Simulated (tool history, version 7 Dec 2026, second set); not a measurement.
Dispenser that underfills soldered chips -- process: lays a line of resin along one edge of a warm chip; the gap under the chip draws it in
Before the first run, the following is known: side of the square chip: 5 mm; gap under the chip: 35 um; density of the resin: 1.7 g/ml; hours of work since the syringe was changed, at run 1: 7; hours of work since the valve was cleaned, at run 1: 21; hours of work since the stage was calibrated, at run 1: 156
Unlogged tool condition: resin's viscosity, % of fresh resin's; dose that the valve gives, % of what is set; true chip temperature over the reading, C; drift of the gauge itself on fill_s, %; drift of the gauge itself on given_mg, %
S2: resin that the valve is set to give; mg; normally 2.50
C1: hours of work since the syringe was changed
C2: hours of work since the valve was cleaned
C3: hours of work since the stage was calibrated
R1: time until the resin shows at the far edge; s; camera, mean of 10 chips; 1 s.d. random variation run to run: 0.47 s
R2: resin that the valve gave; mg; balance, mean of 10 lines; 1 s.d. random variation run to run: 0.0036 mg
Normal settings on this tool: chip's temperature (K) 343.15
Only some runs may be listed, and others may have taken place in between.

Run 1, hour 0.0: usual settings; C1 7; C2 21; C3 156. Result: R1 55.5 s, R2 2.458 mg.
At hour 0.7: new syringe of resin.
Run 2, hour 2.7: usual settings; C1 1; C2 23; C3 157. Result: R1 40.4 s, R2 2.466 mg.
Run 3, hour 6.9: usual settings; C1 4; C2 26; C3 160. Result: R1 47.8 s, R2 2.458 mg.
Run 4, hour 10.5: usual settings; C1 7; C2 28; C3 163. Result: R1 54.2 s, R2 2.455 mg.
At hour 11.7: new syringe of resin.
Run 5, hour 14.5: usual settings; C1 2; C2 31; C3 165. Result: R1 41.2 s, R2 2.447 mg.
Run 6, hour 17.3: usual settings; C1 4; C2 33; C3 167. Result: R1 47.0 s, R2 2.443 mg.
Run 7, hour 21.0: usual settings; C1 6; C2 35; C3 170. Result: R1 52.8 s, R2 2.443 mg.
At hour 22.9: new syringe of resin.
Run 8, hour 24.6: usual settings; C1 1; C2 37; C3 172. Result: R1 38.7 s, R2 2.435 mg.
Run 9, hour 29.5: usual settings; C1 4; C2 41; C3 175. Result: R1 46.9 s, R2 2.435 mg.
Run 10, hour 32.4: usual settings; C1 6; C2 43; C3 177. Result: R1 53.1 s, R2 2.432 mg.
At hour 34.3: new syringe of resin.
Run 11, hour 36.5: usual settings; C1 2; C2 45; C3 180. Result: R1 40.7 s, R2 2.423 mg.
At hour 40.5: dispensing valve cleaned and set on the balance.
Run 12, hour 40.8: usual settings; C1 4; C2 0; C3 182. Result: R1 44.9 s, R2 2.497 mg.
Run 13, hour 43.8: usual settings; C1 6; C2 2; C3 184. Result: R1 49.9 s, R2 2.496 mg.
At hour 46.4: new syringe of resin.
Run 14, hour 49.3: usual settings; C1 2; C2 6; C3 187. Result: R1 40.6 s, R2 2.494 mg.
Run 15, hour 54.8: usual settings but chip's temperature (K) 330.15; C1 6; C2 10; C3 191. Result: R1 81.3 s, R2 2.487 mg.
At hour 57.3: new syringe of resin.
Run 16, hour 60.9: usual settings; C1 2; C2 13; C3 195. Result: R1 42.0 s, R2 2.482 mg.
Run 17, hour 66.7: usual settings but chip's temperature (K) 328.15; C1 6; C2 17; C3 199. Result: R1 92.2 s, R2 2.480 mg.
At hour 68.3: new syringe of resin.
Run 18, hour 70.9: usual settings but chip's temperature (K) 354.15; C1 2; C2 20; C3 202. Result: R1 28.3 s, R2 2.473 mg.
Run 19, hour 75.7: usual settings but chip's temperature (K) 354.15; C1 5; C2 23; C3 205. Result: R1 34.0 s, R2 2.465 mg.
Run 20, hour 78.4: usual settings but chip's temperature (K) 354.15; C1 7; C2 25; C3 207. Result: R1 37.8 s, R2 2.464 mg.
At hour 79.2: new syringe of resin.
Run 21, hour 84.5: usual settings but chip's temperature (K) 350.15, S2 2.27 mg; C1 4; C2 29; C3 211. Result: R1 36.3 s, R2 2.231 mg.
Run 22, hour 88.4: usual settings but chip's temperature (K) 358.15, S2 2.58 mg; C1 6; C2 32; C3 213. Result: R1 32.1 s, R2 2.529 mg.
At hour 90.4: new syringe of resin.
Run 23, hour 91.2: usual settings but chip's temperature (K) 330.15, S2 2.17 mg; C1 1; C2 33; C3 215. Result: R1 64.1 s, R2 2.125 mg.
Run 24, hour 94.8: usual settings but chip's temperature (K) 353.15, S2 2.71 mg; C1 3; C2 36; C3 217. Result: R1 31.5 s, R2 2.654 mg.
Run 25, hour 97.4: usual settings but chip's temperature (K) 353.15, S2 2.63 mg; C1 5; C2 38; C3 219. Result: R1 34.8 s, R2 2.577 mg.
At hour 101.4: new syringe of resin.
Run 26, hour 101.4: usual settings but chip's temperature (K) 339.15, S2 2.67 mg; C1 0; C2 40; C3 222. Result: R1 42.9 s, R2 2.607 mg.
Run 27, hour 105.8: usual settings but S2 2.37 mg; C1 3; C2 43; C3 225. Result: R1 44.9 s, R2 2.309 mg.
Run 28, hour 108.5: usual settings but S2 2.37 mg; C1 5; C2 45; C3 227. Result: R1 50.0 s, R2 2.305 mg.
At hour 112.3: new syringe of resin.
At hour 113.3: dispensing valve cleaned and set on the balance.
Run 29, hour 114.4: usual settings but chip's temperature (K) 352.15, S2 3.07 mg; C1 1; C2 1; C3 230. Result: R1 27.7 s, R2 3.070 mg.
Run 30, hour 119.9: usual settings but chip's temperature (K) 354.15, S2 2.57 mg; C1 4; C2 4; C3 233. Result: R1 32.1 s, R2 2.565 mg.
Run 31, hour 122.5: usual settings but chip's temperature (K) 333.15, S2 2.47 mg; C1 6; C2 6; C3 235. Result: R1 75.0 s, R2 2.458 mg.
At hour 124.4: new syringe of resin.
Run 32, hour 126.1: usual settings but chip's temperature (K) 340.15, S2 2.92 mg; C1 1; C2 8; C3 237. Result: R1 43.6 s, R2 2.913 mg.
Run 33, hour 131.4: usual settings but chip's temperature (K) 340.15, S2 2.92 mg; C1 5; C2 12; C3 241. Result: R1 52.9 s, R2 2.896 mg.
Run 34, hour 134.8: usual settings but chip's temperature (K) 340.15, S2 2.92 mg; C1 7; C2 14; C3 243. Result: R1 62.7 s, R2 2.895 mg.
At hour 135.4: new syringe of resin.
Run 35, hour 138.7: usual settings but chip's temperature (K) 350.15, S2 2.40 mg; C1 2; C2 17; C3 246. Result: R1 31.9 s, R2 2.372 mg.
Run 36, hour 141.6: usual settings but chip's temperature (K) 344.15, S2 2.11 mg; C1 4; C2 19; C3 248. Result: R1 46.6 s, R2 2.085 mg.

Consider 4 possible next runs. They are alternatives, not a sequence: every one starts from the tool as it was left by run 36. What does each give?
At hour 146.7: new syringe of resin.
Run A, hour 147.4: usual settings but chip's temperature (K) 344.15, S2 2.11 mg; C1 0; C2 22; C3 251. Result: R1 ?, R2 ?.
At hour 146.7: new syringe of resin.
Run B, hour 147.4: usual settings but chip's temperature (K) 332.15; C1 0; C2 22; C3 251. Result: R1 ?, R2 ?.
At hour 146.7: new syringe of resin.
Run C, hour 147.4: usual settings but chip's temperature (K) 329.15, S2 2.90 mg; C1 0; C2 22; C3 251. Result: R1 ?, R2 ?.
At hour 146.7: new syringe of resin.
Run D, hour 147.4: usual settings but chip's temperature (K) 337.15; C1 0; C2 22; C3 251. Result: R1 ?, R2 ?.

run    R1     R2
  A  37.8  2.084
  B  58.6  2.460
  C  62.8  2.856
  D  46.9  2.473
With no hidden state in the tool, these same runs would have given:
run    R1     R2
  A  36.1  2.111
  B  56.1  2.492
  C  60.1  2.893
  D  44.8  2.506
